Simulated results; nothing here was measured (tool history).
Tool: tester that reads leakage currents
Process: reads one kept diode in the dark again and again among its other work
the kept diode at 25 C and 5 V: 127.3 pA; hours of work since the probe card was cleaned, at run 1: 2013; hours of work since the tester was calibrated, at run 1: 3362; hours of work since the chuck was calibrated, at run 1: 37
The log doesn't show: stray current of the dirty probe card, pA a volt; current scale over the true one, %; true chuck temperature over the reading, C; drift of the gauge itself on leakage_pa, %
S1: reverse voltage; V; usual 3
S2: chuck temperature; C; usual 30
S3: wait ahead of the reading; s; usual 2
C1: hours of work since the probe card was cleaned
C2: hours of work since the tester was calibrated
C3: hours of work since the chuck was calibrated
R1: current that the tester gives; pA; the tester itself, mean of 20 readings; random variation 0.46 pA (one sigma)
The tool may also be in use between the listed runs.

run    hour    S1  S2    S3    C1    C2   C3      R1
  1       0     3  30     2  2013  3362   37  157.35
  2   218.7     3  30     2  2180  3530  204  154.04
  3     369     3  39     2  2295  3644  319  306.16
  4   478.9     3  39     2  2379  3729  403  303.97
  5     622     3  39     2  2488  3838  512   297.1
  6   801.7  2.49  30     2  2625  3975  650  132.38
  7  1001.8     3  31     2  2778  4128  803  152.19
  8  1097.1     3  30     2  2851  4201  876  139.92
     1171.4  -- chuck's temperature calibrated
  9  1243.3     3  27     2  2961  4311   55  123.86
 10  1334.3  5.88  38  2.04  3031  4381  124  402.83
     1410.3  -- probe card cleaned and baked
 11  1529.3     3  23     2    91  4528  271    83.1
 12  1672.5  3.69  23  0.37   200  4637  381   90.57
     1795.9  -- tester calibrated
 13  1847.6  3.69  23  1.77   333    40  513   86.69
 14  1957.3  3.69  23  1.77   417   123  597   85.58
 15  2121.1  1.87  23     2   542   249  722   60.97
 16  2322.8     3  41     2   696   403  876  320.63
     2405.4  -- chuck's temperature calibrated
 17  2515.9  8.41  31   1.5   842   549   84  264.91
 18  2605.7  8.41  26   3.4   911   618  153  176.42

4 ways to go on from here, each from the tool as it stands after run 18. What would each give?
  A  2694.9  3.11  26   3.4  979  686  221   ?
  B  2694.9  5.72  36  1.32  979  686  221   ?
  C  2694.9     3  59  0.76  979  686  221   ?
  D  2694.9  3.59  30     2  979  686  221   ?

run       R1
  A   108.93
  B   323.65
  C  1299.05
  D   161.98
Without the tool's hidden state the same runs would have given:
run       R1
  A   111.05
  B    330.9
  C  1331.86
  D   165.48
